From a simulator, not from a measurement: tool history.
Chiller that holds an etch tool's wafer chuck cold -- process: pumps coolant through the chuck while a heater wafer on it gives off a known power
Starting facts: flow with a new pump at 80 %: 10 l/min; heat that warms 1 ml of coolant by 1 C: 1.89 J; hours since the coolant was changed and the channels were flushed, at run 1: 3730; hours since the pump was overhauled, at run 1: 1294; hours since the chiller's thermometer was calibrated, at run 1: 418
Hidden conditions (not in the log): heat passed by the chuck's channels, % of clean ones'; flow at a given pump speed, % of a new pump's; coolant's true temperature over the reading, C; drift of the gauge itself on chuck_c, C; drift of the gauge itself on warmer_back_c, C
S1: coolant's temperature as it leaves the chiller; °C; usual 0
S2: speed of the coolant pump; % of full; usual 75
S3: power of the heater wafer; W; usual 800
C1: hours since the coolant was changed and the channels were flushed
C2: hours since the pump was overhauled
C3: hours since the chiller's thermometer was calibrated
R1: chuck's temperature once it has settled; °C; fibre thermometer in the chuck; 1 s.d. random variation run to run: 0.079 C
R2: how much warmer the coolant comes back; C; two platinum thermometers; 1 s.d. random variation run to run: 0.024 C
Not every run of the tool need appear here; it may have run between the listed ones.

run 1 day=0 | S1=0 S2=75 S3=800 | C1=3730 C2=1294 C3=418 | R1=6.91 R2=2.75
run 2 day=2.658 | S1=0 S2=75 S3=800 | C1=3794 C2=1358 C3=482 | R1=6.92 R2=2.77
run 3 day=7.362 | S1=0 S2=75 S3=800 | C1=3907 C2=1471 C3=595 | R1=6.82 R2=2.7
run 4 day=13 | S1=0 S2=75 S3=800 | C1=4042 C2=1606 C3=730 | R1=6.76 R2=2.79
run 5 day=17.721 | S1=0 S2=75 S3=1176 | C1=4156 C2=1720 C3=844 | R1=10.15 R2=4.08
run 6 day=23.062 | S1=0 S2=75 S3=1176 | C1=4284 C2=1848 C3=972 | R1=10.17 R2=4.07
run 7 day=27.817 | S1=0 S2=75 S3=1176 | C1=4398 C2=1962 C3=1086 | R1=10.42 R2=4.1
run 8 day=31.492 | S1=0 S2=75 S3=1176 | C1=4486 C2=2050 C3=1174 | R1=10.28 R2=4.09
run 9 day=36.704 | S1=0 S2=75 S3=1176 | C1=4611 C2=2175 C3=1299 | R1=10.38 R2=4.12
run 10 day=39.192 | S1=4 S2=75 S3=800 | C1=4671 C2=2235 C3=1359 | R1=10.9 R2=2.81
run 11 day=43.062 | S1=4 S2=75 S3=800 | C1=4764 C2=2328 C3=1452 | R1=10.93 R2=2.8
run 12 day=45.708 | S1=4 S2=75 S3=800 | C1=4827 C2=2391 C3=1515 | R1=10.93 R2=2.75
run 13 day=49.85 | S1=0 S2=64 S3=800 | C1=4927 C2=2491 C3=1615 | R1=7.89 R2=3.27
run 14 day=54.721 | S1=0 S2=64 S3=800 | C1=5044 C2=2608 C3=1732 | R1=7.79 R2=3.3
run 15 day=58.958 | S1=0 S2=64 S3=800 | C1=5145 C2=2709 C3=1833 | R1=7.9 R2=3.32
run 16 day=64.675 | S1=0 S2=73 S3=800 | C1=5282 C2=2847 C3=1970 | R1=7.14 R2=2.89
run 17 day=68.192 | S1=-4 S2=67 S3=783 | C1=5367 C2=2931 C3=2055 | R1=3.58 R2=3.1
run 18 day=71.221 | S1=-4 S2=81 S3=865 | C1=5440 C2=3004 C3=2128 | R1=3.19 R2=2.75
run 19 day=73.854 | S1=0 S2=73 S3=800 | C1=5503 C2=3067 C3=2191 | R1=7.24 R2=2.9
run 20 day=79.025 | S1=-3 S2=61 S3=1061 | C1=5627 C2=3191 C3=2315 | R1=8.1 R2=4.72
run 21 day=84.142 | S1=-3 S2=61 S3=1061 | C1=5750 C2=3314 C3=2438 | R1=8.15 R2=4.69
run 22 day=88.325 | S1=-3 S2=61 S3=1061 | C1=5850 C2=3414 C3=2538 | R1=8.2 R2=4.69
run 23 day=94.033 | S1=-3 S2=61 S3=1061 | C1=5987 C2=3551 C3=2675 | R1=8.14 R2=4.68
-- day=96.271 coolant changed, channels flushed
run 24 day=98.508 | S1=-3 S2=61 S3=1061 | C1=54 C2=3653 C3=2777 | R1=6.68 R2=4.72
run 25 day=100.988 | S1=-3 S2=61 S3=1061 | C1=113 C2=3712 C3=2836 | R1=6.54 R2=4.75
run 26 day=103.667 | S1=0 S2=75 S3=444 | C1=177 C2=3776 C3=2900 | R1=3.29 R2=1.59
run 27 day=109.408 | S1=8 S2=75 S3=800 | C1=315 C2=3914 C3=3038 | R1=14.13 R2=2.81
-- day=110.912 chiller's thermometer calibrated
run 28 day=115.196 | S1=9 S2=74 S3=744 | C1=453 C2=4052 C3=103 | R1=14.98 R2=2.68
run 29 day=120.85 | S1=9 S2=74 S3=744 | C1=589 C2=4188 C3=238 | R1=15.09 R2=2.65
run 30 day=124.079 | S1=9 S2=95 S3=1196 | C1=666 C2=4265 C3=316 | R1=17.22 R2=3.29
run 31 day=129.567 | S1=0 S2=75 S3=994 | C1=798 C2=4397 C3=448 | R1=8.07 R2=3.59
run 32 day=135.075 | S1=3 S2=97 S3=764 | C1=930 C2=4529 C3=580 | R1=8.19 R2=2.08

Hidden state at the last listed run before each entry between runs and at the first one after, where it differs:
From run 23 to run 24: coolant changed, channels flushed (day 96.271)
  heat passed by the chuck's channels, % of clean ones': 82.6 -> 99.6; flow at a given pump speed, % of a new pump's: 96.5 -> 96.4; coolant's true temperature over the reading, C: -0.27 -> -0.28
  measured result minus the result with no hidden state, R1: +1.47 -> +0 °C; R2: +0.16 -> +0.17 C
From run 27 to run 28: chiller's thermometer calibrated (day 110.912)
  heat passed by the chuck's channels, % of clean ones': 98.8 -> 98.4; flow at a given pump speed, % of a new pump's: 96.1 -> 96; coolant's true temperature over the reading, C: -0.31 -> -0.02
  measured result minus the result with no hidden state, R1: -0.09 -> +0.21 °C; R2: +0.11 -> +0.1 C

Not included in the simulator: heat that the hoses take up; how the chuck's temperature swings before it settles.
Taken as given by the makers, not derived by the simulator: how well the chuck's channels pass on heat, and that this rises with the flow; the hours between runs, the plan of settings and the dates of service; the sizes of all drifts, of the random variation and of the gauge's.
